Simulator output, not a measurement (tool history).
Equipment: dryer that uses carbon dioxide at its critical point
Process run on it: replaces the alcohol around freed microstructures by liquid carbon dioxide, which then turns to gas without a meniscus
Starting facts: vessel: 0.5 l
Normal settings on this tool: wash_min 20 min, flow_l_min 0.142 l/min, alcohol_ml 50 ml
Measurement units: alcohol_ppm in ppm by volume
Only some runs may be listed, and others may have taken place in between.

{"run": 1, "day": 0.0, "wash_min": 20, "flow_l_min": 0.142, "alcohol_ml": 50, "alcohol_ppm": 1303}
{"run": 2, "day": 0.183, "wash_min": 20, "flow_l_min": 0.142, "alcohol_ml": 50, "alcohol_ppm": 1295}
{"run": 3, "day": 0.346, "wash_min": 20, "flow_l_min": 0.142, "alcohol_ml": 50, "alcohol_ppm": 1328}
{"run": 4, "day": 0.633, "wash_min": 20, "flow_l_min": 0.142, "alcohol_ml": 50, "alcohol_ppm": 1326}
{"run": 5, "day": 0.925, "wash_min": 20, "flow_l_min": 0.142, "alcohol_ml": 50, "alcohol_ppm": 1326}
{"run": 6, "day": 1.117, "wash_min": 20, "flow_l_min": 0.149, "alcohol_ml": 50, "alcohol_ppm": 1060}
{"run": 7, "day": 1.488, "wash_min": 20, "flow_l_min": 0.149, "alcohol_ml": 50, "alcohol_ppm": 1059}
{"run": 8, "day": 1.754, "wash_min": 20, "flow_l_min": 0.151, "alcohol_ml": 50, "alcohol_ppm": 1026}
{"run": 9, "day": 2.125, "wash_min": 20, "flow_l_min": 0.151, "alcohol_ml": 50, "alcohol_ppm": 1017}

Run 10 comes next. What will it give?
{"run": 10, "day": 2.471, "wash_min": 17, "flow_l_min": 0.142, "alcohol_ml": 76, "alcohol_ppm": "?"}

alcohol_ppm: 3812 ppm by volume
With the hidden condition absent and the run-to-run variation left alone, this run would have shown alcohol_ppm 3209 ppm by volume.
